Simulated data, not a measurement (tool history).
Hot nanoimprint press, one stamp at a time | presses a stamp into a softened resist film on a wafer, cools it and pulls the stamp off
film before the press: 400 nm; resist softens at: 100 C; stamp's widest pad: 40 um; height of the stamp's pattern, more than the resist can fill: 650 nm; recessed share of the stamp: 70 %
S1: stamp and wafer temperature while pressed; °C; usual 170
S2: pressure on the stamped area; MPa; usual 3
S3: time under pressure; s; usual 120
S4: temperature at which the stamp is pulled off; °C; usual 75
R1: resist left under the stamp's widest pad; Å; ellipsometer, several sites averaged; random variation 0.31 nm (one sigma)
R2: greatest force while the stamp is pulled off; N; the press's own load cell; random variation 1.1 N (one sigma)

{"run": 1, "day": 0.0, "S1": 170, "S2": 3, "S3": 120, "S4": 75, "R1": 1453, "R2": 120}
{"run": 2, "day": 0.596, "S1": 170, "S2": 3, "S3": 120, "S4": 75, "R1": 1446, "R2": 120}
{"run": 3, "day": 0.983, "S1": 170, "S2": 3, "S3": 120, "S4": 75, "R1": 1446, "R2": 120}
{"run": 4, "day": 1.325, "S1": 170, "S2": 3, "S3": 120, "S4": 75, "R1": 1448, "R2": 119}
{"run": 5, "day": 1.6, "S1": 170, "S2": 3, "S3": 120, "S4": 76, "R1": 1444, "R2": 118}
{"run": 6, "day": 2.179, "S1": 170, "S2": 3, "S3": 120, "S4": 76, "R1": 1433, "R2": 119}
{"run": 7, "day": 2.762, "S1": 170, "S2": 3, "S3": 120, "S4": 76, "R1": 1440, "R2": 119}
{"run": 8, "day": 3.338, "S1": 163, "S2": 3, "S3": 141, "S4": 80, "R1": 1818, "R2": 112}
{"run": 9, "day": 3.638, "S1": 177, "S2": 3, "S3": 177, "S4": 80, "R1": 900, "R2": 112}
{"run": 10, "day": 4.108, "S1": 167, "S2": 3, "S3": 120, "S4": 75, "R1": 1620, "R2": 119}
{"run": 11, "day": 4.45, "S1": 174, "S2": 3, "S3": 120, "S4": 62, "R1": 1206, "R2": 140}
{"run": 12, "day": 4.912, "S1": 170, "S2": 3, "S3": 107, "S4": 60, "R1": 1497, "R2": 143}
{"day": 5.433, "done": "gauge calibrated"}
{"run": 13, "day": 5.525, "S1": 170, "S2": 3, "S3": 107, "S4": 60, "R1": 1523, "R2": 142}

5 ways to go on from here, each from the tool as it stands after run 13. What would each give?
{"run": "A", "day": 5.829, "S1": 169, "S2": 1.86, "S3": 107, "S4": 64, "R1": "?", "R2": "?"}
{"run": "B", "day": 5.829, "S1": 167, "S2": 3, "S3": 97, "S4": 75, "R1": "?", "R2": "?"}
{"run": "C", "day": 5.829, "S1": 170, "S2": 4.54, "S3": 107, "S4": 60, "R1": "?", "R2": "?"}
{"run": "D", "day": 5.829, "S1": 172, "S2": 3.4, "S3": 97, "S4": 60, "R1": "?", "R2": "?"}
{"run": "E", "day": 5.829, "S1": 170, "S2": 2.61, "S3": 64, "S4": 60, "R1": "?", "R2": "?"}

run=A R1=1946 R2=137
run=B R1=1794 R2=121
run=C R1=1255 R2=143
run=D R1=1378 R2=145
run=E R1=1976 R2=144
Without the tool's hidden state the same runs would have given:
run=A R1=1950 R2=137
run=B R1=1798 R2=120
run=C R1=1259 R2=142
run=D R1=1382 R2=145
run=E R1=1981 R2=144
